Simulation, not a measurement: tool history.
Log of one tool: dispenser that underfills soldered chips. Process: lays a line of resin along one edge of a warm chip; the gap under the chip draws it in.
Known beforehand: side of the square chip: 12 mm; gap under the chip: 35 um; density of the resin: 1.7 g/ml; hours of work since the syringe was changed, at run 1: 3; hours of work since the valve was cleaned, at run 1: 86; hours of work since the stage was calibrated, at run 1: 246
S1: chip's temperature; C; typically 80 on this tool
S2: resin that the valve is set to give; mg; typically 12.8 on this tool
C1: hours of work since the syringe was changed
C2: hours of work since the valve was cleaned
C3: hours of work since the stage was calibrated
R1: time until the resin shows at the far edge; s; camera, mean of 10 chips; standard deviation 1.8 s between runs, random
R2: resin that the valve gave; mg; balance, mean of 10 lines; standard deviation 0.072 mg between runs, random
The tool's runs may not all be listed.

Run 1, hour 0: usual settings; C1 3; C2 86; C3 246. Result: R1 208.8 s, R2 12.07 mg.
At hour 8.2: new syringe of resin.
Run 2, hour 9: usual settings; C1 1; C2 92; C3 252. Result: R1 189.8 s, R2 12.01 mg.
Run 3, hour 13.8: usual settings; C1 4; C2 95; C3 255. Result: R1 219.2 s, R2 12.08 mg.
At hour 20.1: new syringe of resin.
Run 4, hour 22: usual settings but S1 85 C; C1 1; C2 101; C3 261. Result: R1 170.4 s, R2 11.99 mg.
Run 5, hour 25.9: usual settings but S1 85 C; C1 4; C2 103; C3 264. Result: R1 187.4 s, R2 11.83 mg.
At hour 31.6: new syringe of resin.
Run 6, hour 31.6: usual settings; C1 0; C2 107; C3 268. Result: R1 186.2 s, R2 11.73 mg.
Run 7, hour 35.5: usual settings; C1 3; C2 110; C3 270. Result: R1 213.1 s, R2 11.85 mg.
Run 8, hour 40.3: usual settings but S1 67 C; C1 6; C2 113; C3 274. Result: R1 388.9 s, R2 11.8 mg.
At hour 43.1: new syringe of resin.
Run 9, hour 48.5: usual settings but S1 67 C; C1 4; C2 119; C3 279. Result: R1 351.7 s, R2 11.77 mg.
At hour 53.6: dispensing valve cleaned and set on the balance.
Run 10, hour 55: usual settings but S1 67 C; C1 8; C2 1; C3 283. Result: R1 404.5 s, R2 12.87 mg.
At hour 55.7: new syringe of resin.
Run 11, hour 59.3: usual settings but S1 67 C; C1 3; C2 4; C3 286. Result: R1 336.2 s, R2 12.78 mg.
At hour 67.3: new syringe of resin.
Run 12, hour 67.5: usual settings but S1 67 C; C1 0; C2 9; C3 292. Result: R1 297.2 s, R2 12.66 mg.
Run 13, hour 74.3: usual settings but S1 77 C, S2 15.1 mg; C1 5; C2 14; C3 296. Result: R1 243.2 s, R2 14.91 mg.
At hour 79: new syringe of resin.
Run 14, hour 83.1: usual settings but S1 77 C, S2 15.1 mg; C1 3; C2 20; C3 302. Result: R1 230.4 s, R2 14.81 mg.
At hour 90.8: new syringe of resin.
Run 15, hour 92: usual settings but S1 77 C, S2 11.4 mg; C1 1; C2 26; C3 308. Result: R1 220.8 s, R2 11.31 mg.
Run 16, hour 96.4: usual settings but S1 86 C, S2 13.9 mg; C1 4; C2 29; C3 312. Result: R1 176.4 s, R2 13.54 mg.
At hour 102.6: new syringe of resin.
Run 17, hour 102.9: usual settings but S1 86 C; C1 0; C2 34; C3 316. Result: R1 156.8 s, R2 12.57 mg.
Run 18, hour 108.6: usual settings but S1 72 C, S2 13.9 mg; C1 4; C2 38; C3 320. Result: R1 289.6 s, R2 13.61 mg.
At hour 114.3: new syringe of resin.
Run 19, hour 115.7: usual settings but S1 83 C; C1 1; C2 43; C3 325. Result: R1 172.1 s, R2 12.37 mg.
Run 20, hour 120.9: usual settings but S1 73 C, S2 12.2 mg; C1 5; C2 46; C3 328. Result: R1 290.1 s, R2 11.85 mg.

3 ways to go on from here, each from the tool as it stands after run 20. What would each give?
At hour 125.8: new syringe of resin.
Run A, hour 126.7: usual settings but S1 82 C, S2 12.2 mg; C1 1; C2 50; C3 332. Result: R1 ?, R2 ?.
At hour 125.8: new syringe of resin.
Run B, hour 126.7: usual settings but S1 73 C, S2 12 mg; C1 1; C2 50; C3 332. Result: R1 ?, R2 ?.
At hour 125.8: new syringe of resin.
Run C, hour 126.7: usual settings but S1 73 C, S2 13.8 mg; C1 1; C2 50; C3 332. Result: R1 ?, R2 ?.

run     R1     R2
  A  179.6  11.86
  B  243.7  11.61
  C  235.6  13.26
Stripped of hidden state, with their random variation kept, the same runs would have yielded:
run     R1     R2
  A  172.9  12.28
  B  234.1  12.03
  C  227.2  13.74

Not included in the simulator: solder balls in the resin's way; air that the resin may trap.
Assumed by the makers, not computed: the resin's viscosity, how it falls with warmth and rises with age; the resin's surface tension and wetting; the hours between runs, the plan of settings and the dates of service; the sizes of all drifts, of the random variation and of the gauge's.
